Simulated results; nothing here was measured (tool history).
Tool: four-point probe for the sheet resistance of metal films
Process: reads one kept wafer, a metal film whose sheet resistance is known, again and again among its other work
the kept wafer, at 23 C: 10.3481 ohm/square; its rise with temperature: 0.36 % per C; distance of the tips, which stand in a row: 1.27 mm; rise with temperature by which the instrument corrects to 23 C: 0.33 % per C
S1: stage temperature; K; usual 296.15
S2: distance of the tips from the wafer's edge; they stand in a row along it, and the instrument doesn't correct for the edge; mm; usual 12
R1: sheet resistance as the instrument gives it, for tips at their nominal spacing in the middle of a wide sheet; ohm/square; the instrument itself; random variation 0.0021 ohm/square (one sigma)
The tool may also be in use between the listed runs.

{"run": 1, "day": 0.0, "S1": 296.15, "S2": 12, "R1": 10.404157}
{"day": 1.212, "done": "stage's thermometer calibrated"}
{"run": 2, "day": 1.258, "S1": 296.15, "S2": 12, "R1": 10.420794}
{"run": 3, "day": 2.35, "S1": 293.15, "S2": 12, "R1": 10.410878}
{"run": 4, "day": 3.738, "S1": 296.15, "S2": 34, "R1": 10.363533}
{"run": 5, "day": 4.65, "S1": 296.15, "S2": 34, "R1": 10.364796}
{"run": 6, "day": 6.004, "S1": 296.15, "S2": 34, "R1": 10.366701}
{"run": 7, "day": 6.696, "S1": 296.15, "S2": 34, "R1": 10.363033}
{"run": 8, "day": 7.958, "S1": 296.15, "S2": 34, "R1": 10.363505}
{"run": 9, "day": 8.592, "S1": 306.15, "S2": 12, "R1": 10.444597}
{"run": 10, "day": 10.142, "S1": 306.15, "S2": 16, "R1": 10.418853}
{"run": 11, "day": 11.25, "S1": 295.15, "S2": 12, "R1": 10.413793}
{"run": 12, "day": 12.2, "S1": 296.15, "S2": 12, "R1": 10.418579}
{"run": 13, "day": 12.85, "S1": 298.15, "S2": 44, "R1": 10.365933}
{"run": 14, "day": 14.112, "S1": 293.15, "S2": 10, "R1": 10.43726}
{"run": 15, "day": 15.554, "S1": 299.15, "S2": 21, "R1": 10.383075}
{"run": 16, "day": 16.983, "S1": 299.15, "S2": 21, "R1": 10.387363}
{"run": 17, "day": 18.004, "S1": 307.15, "S2": 5, "R1": 10.734085}
{"run": 18, "day": 19.25, "S1": 294.15, "S2": 10, "R1": 10.438445}
{"run": 19, "day": 20.671, "S1": 294.15, "S2": 10, "R1": 10.439163}
{"run": 20, "day": 22.092, "S1": 296.15, "S2": 15, "R1": 10.39645}

Forecast run 21:
{"run": 21, "day": 23.346, "S1": 306.15, "S2": 9, "R1": "?"}

Run 21 gave R1 10.494857 ohm/square.
Without the tool's hidden state the same run would have given R1 10.487173 ohm/square.

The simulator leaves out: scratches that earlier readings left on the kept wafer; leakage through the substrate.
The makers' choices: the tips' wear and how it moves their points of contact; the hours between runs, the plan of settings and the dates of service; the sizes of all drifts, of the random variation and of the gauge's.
